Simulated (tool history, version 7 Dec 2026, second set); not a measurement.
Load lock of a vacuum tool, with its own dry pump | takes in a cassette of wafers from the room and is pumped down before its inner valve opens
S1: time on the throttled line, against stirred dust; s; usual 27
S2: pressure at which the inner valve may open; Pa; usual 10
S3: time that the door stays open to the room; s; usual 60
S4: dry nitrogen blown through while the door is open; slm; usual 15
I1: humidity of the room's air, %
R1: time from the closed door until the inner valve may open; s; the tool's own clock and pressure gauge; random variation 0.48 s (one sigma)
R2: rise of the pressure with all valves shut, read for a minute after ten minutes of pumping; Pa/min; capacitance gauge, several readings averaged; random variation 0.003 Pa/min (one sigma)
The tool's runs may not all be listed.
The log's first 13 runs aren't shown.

Run 14, hour 2298.5: usual settings but S3 158 s; I1 48.7. Result: R1 63.1 s, R2 0.061 Pa/min.
Run 15, hour 2412.5: usual settings but S3 158 s; I1 44.3. Result: R1 63.6 s, R2 0.051 Pa/min.
Run 16, hour 2652.7: usual settings but S2 8 Pa; I1 47.6. Result: R1 64 s, R2 0.036 Pa/min.
Run 17, hour 2896.6: usual settings but S2 8 Pa; I1 46.9. Result: R1 64.1 s, R2 0.035 Pa/min.
Run 18, hour 3106.2: usual settings but S2 8 Pa; I1 43.7. Result: R1 65.3 s, R2 0.033 Pa/min.
Run 19, hour 3231.8: usual settings but S2 8 Pa; I1 47.7. Result: R1 64.8 s, R2 0.039 Pa/min.
Run 20, hour 3494.4: usual settings but S2 8 Pa; I1 46.2. Result: R1 64.3 s, R2 0.035 Pa/min.
Run 21, hour 3751.7: usual settings but S1 16 s, S2 9 Pa, S3 68 s, S4 5 slm; I1 47.5. Result: R1 55.9 s, R2 0.053 Pa/min.
Run 22, hour 3985.4: usual settings but S1 21 s, S2 7 Pa, S3 118 s; I1 43.3. Result: R1 61 s, R2 0.045 Pa/min.
Run 23, hour 4240.8: usual settings but S2 17 Pa; I1 44.4. Result: R1 60.7 s, R2 0.031 Pa/min.
Run 24, hour 4506.4: usual settings but S2 13 Pa, S4 18 slm; I1 45.4. Result: R1 62.1 s, R2 0.03 Pa/min.

Forecast run 25:
Run 25, hour 4755.4: usual settings but S2 13 Pa, S4 18 slm; I1 43.7. Result: R1 ?, R2 ?.

R1: 62 s
R2: 0.031 Pa/min
Without the tool's hidden state the same run would have given R1 61.9 s, R2 0.029 Pa/min.
